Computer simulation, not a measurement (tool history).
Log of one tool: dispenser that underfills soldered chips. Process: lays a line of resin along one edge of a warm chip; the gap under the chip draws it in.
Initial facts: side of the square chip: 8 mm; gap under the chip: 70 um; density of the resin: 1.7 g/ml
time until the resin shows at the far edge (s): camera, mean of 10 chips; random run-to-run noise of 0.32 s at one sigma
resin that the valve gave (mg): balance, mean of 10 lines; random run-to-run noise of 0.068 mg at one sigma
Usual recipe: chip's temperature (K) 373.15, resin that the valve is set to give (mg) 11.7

run,hour,chip's temperature (K),resin that the valve is set to give (mg),time until the resin shows at the far edge (s),resin that the valve gave (mg)
1,0.0,373.15,11.7,25.1,10.36
# hour 3.0: new syringe of resin
2,3.8,362.15,11.7,17.9,10.59
3,7.9,362.15,11.7,22.5,10.45
4,15.1,364.15,11.7,32.9,10.34
# hour 17.2: new syringe of resin
5,22.0,373.15,11.7,16.7,10.19
6,29.6,373.15,11.7,26.6,10.26
# hour 31.4: new syringe of resin
7,34.5,373.15,11.7,15.2,10.17
8,38.1,373.15,14.0,18.1,12.10
9,41.8,373.15,14.0,23.0,12.12
# hour 45.3: new syringe of resin
10,50.3,373.15,11.7,16.6,10.08
11,56.9,359.15,11.7,38.6,9.99
# hour 58.8: dispensing valve cleaned and set on the balance
# hour 60.3: new syringe of resin
12,62.4,359.15,11.7,21.4,11.53
13,69.4,379.15,11.7,17.7,11.57
# hour 74.2: new syringe of resin
14,76.4,379.15,11.7,11.8,11.49
15,82.8,379.15,11.7,17.6,11.47
# hour 88.2: new syringe of resin
16,90.3,373.15,11.7,14.2,11.41
17,94.9,360.15,11.7,26.8,11.47

What does the tool deliver on the next run?
18,100.2,360.15,11.7,?,?

Run 18 came out at time until the resin shows at the far edge (s) 38.4, resin that the valve gave (mg) 11.41.
The same run, on a tool lacking any hidden state, would have yielded time until the resin shows at the far edge (s) 18.5, resin that the valve gave (mg) 11.76.
